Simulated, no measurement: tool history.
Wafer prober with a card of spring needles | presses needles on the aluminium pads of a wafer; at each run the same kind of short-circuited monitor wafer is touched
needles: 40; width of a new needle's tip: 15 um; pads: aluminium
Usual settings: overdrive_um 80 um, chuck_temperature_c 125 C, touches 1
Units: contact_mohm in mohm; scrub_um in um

| run | hour | overdrive_um | chuck_temperature_c | touches | contact_mohm | scrub_um |
|---|---|---|---|---|---|---|
| 1 | 0.0 | 80 | 125 | 1 | 253 | 20.99 |
|  | 1.3 | tips cleaned on abrasive film |
|  | 3.7 | tips cleaned on abrasive film |
|  | 6.7 | tips cleaned on abrasive film |
|  | 9.7 | tips cleaned on abrasive film |
| 2 | 11.5 | 69 | 125 | 1 | 255 | 18.30 |
|  | 12.2 | tips cleaned on abrasive film |
|  | 15.2 | tips cleaned on abrasive film |
|  | 18.0 | tips cleaned on abrasive film |
| 3 | 18.0 | 69 | 125 | 1 | 254 | 18.29 |
|  | 20.4 | tips cleaned on abrasive film |
|  | 23.4 | tips cleaned on abrasive film |
| 4 | 24.5 | 69 | 125 | 1 | 256 | 18.55 |
|  | 26.2 | tips cleaned on abrasive film |
|  | 29.3 | tips cleaned on abrasive film |
|  | 32.1 | tips cleaned on abrasive film |
| 5 | 32.2 | 69 | 125 | 1 | 254 | 18.29 |
|  | 34.6 | tips cleaned on abrasive film |
|  | 37.1 | tips cleaned on abrasive film |
|  | 40.0 | tips cleaned on abrasive film |
| 6 | 42.0 | 69 | 125 | 1 | 249 | 18.41 |
|  | 42.7 | tips cleaned on abrasive film |
|  | 45.6 | tips cleaned on abrasive film |
|  | 48.7 | tips cleaned on abrasive film |
|  | 51.6 | tips cleaned on abrasive film |
| 7 | 52.2 | 69 | 125 | 1 | 257 | 18.34 |
|  | 54.6 | tips cleaned on abrasive film |
|  | 57.5 | tips cleaned on abrasive film |
|  | 60.0 | tips cleaned on abrasive film |
|  | 63.0 | tips cleaned on abrasive film |
| 8 | 64.3 | 89 | 125 | 1 | 250 | 23.71 |
|  | 65.6 | tips cleaned on abrasive film |
|  | 68.6 | tips cleaned on abrasive film |
|  | 71.6 | tips cleaned on abrasive film |
| 9 | 72.9 | 89 | 125 | 1 | 253 | 23.77 |
|  | 74.2 | tips cleaned on abrasive film |
|  | 77.2 | tips cleaned on abrasive film |
|  | 79.6 | tips cleaned on abrasive film |
|  | 81.1 | height of the first contact set anew |
|  | 82.9 | tips cleaned on abrasive film |
| 10 | 83.9 | 89 | 125 | 1 | 248 | 23.70 |
|  | 85.8 | tips cleaned on abrasive film |
|  | 88.7 | tips cleaned on abrasive film |
|  | 91.7 | tips cleaned on abrasive film |
|  | 94.2 | tips cleaned on abrasive film |
| 11 | 95.1 | 89 | 124 | 1 | 249 | 23.67 |
|  | 97.0 | tips cleaned on abrasive film |
|  | 100.0 | tips cleaned on abrasive film |
|  | 103.0 | tips cleaned on abrasive film |
|  | 106.0 | tips cleaned on abrasive film |
| 12 | 106.2 | 80 | 125 | 2 | 253 | 21.32 |
|  | 108.6 | tips cleaned on abrasive film |
|  | 111.5 | tips cleaned on abrasive film |
|  | 114.6 | tips cleaned on abrasive film |
| 13 | 115.9 | 80 | 125 | 2 | 247 | 21.44 |
|  | 117.1 | tips cleaned on abrasive film |
|  | 119.5 | tips cleaned on abrasive film |
|  | 122.5 | tips cleaned on abrasive film |
| 14 | 123.5 | 80 | 125 | 2 | 248 | 21.42 |
|  | 125.3 | tips cleaned on abrasive film |
|  | 127.7 | tips cleaned on abrasive film |
| 15 | 129.2 | 80 | 94 | 2 | 242 | 21.46 |
|  | 130.4 | tips cleaned on abrasive film |
|  | 133.4 | tips cleaned on abrasive film |
|  | 136.5 | tips cleaned on abrasive film |
| 16 | 137.6 | 80 | 94 | 2 | 247 | 21.54 |
|  | 139.4 | tips cleaned on abrasive film |
|  | 141.8 | tips cleaned on abrasive film |
|  | 144.8 | tips cleaned on abrasive film |
|  | 147.8 | tips cleaned on abrasive film |
| 17 | 148.4 | 80 | 42 | 2 | 229 | 21.40 |
|  | 150.3 | tips cleaned on abrasive film |
|  | 153.3 | tips cleaned on abrasive film |
|  | 156.3 | tips cleaned on abrasive film |
|  | 158.7 | tips cleaned on abrasive film |
| 18 | 159.2 | 80 | 42 | 2 | 229 | 21.39 |
|  | 161.6 | tips cleaned on abrasive film |
|  | 164.6 | tips cleaned on abrasive film |
| 19 | 166.5 | 76 | 29 | 1 | 228 | 20.41 |
|  | 167.2 | tips cleaned on abrasive film |
|  | 169.6 | tips cleaned on abrasive film |
|  | 172.6 | tips cleaned on abrasive film |
|  | 175.2 | tips cleaned on abrasive film |
| 20 | 175.2 | 76 | 29 | 1 | 228 | 20.50 |
|  | 178.2 | tips cleaned on abrasive film |
|  | 181.2 | tips cleaned on abrasive film |
| 21 | 182.6 | 76 | 29 | 1 | 228 | 20.39 |
|  | 183.9 | tips cleaned on abrasive film |
|  | 186.9 | tips cleaned on abrasive film |
|  | 189.8 | tips cleaned on abrasive film |
| 22 | 190.1 | 80 | 125 | 2 | 253 | 21.52 |
|  | 192.6 | tips cleaned on abrasive film |
|  | 195.6 | tips cleaned on abrasive film |
|  | 198.6 | tips cleaned on abrasive film |
| 23 | 200.4 | 80 | 125 | 2 | 256 | 21.56 |

Forecast run 24:
|  | 201.1 | tips cleaned on abrasive film |
|  | 204.1 | tips cleaned on abrasive film |
|  | 207.1 | tips cleaned on abrasive film |
|  | 210.1 | tips cleaned on abrasive film |
| 24 | 210.3 | 80 | 125 | 2 | ? | ? |

{"run 24": {"contact_mohm": 251, "scrub_um": 21.67}}
Without the tool's hidden state the same run would have given contact_mohm 251 mohm, scrub_um 21.27 um.
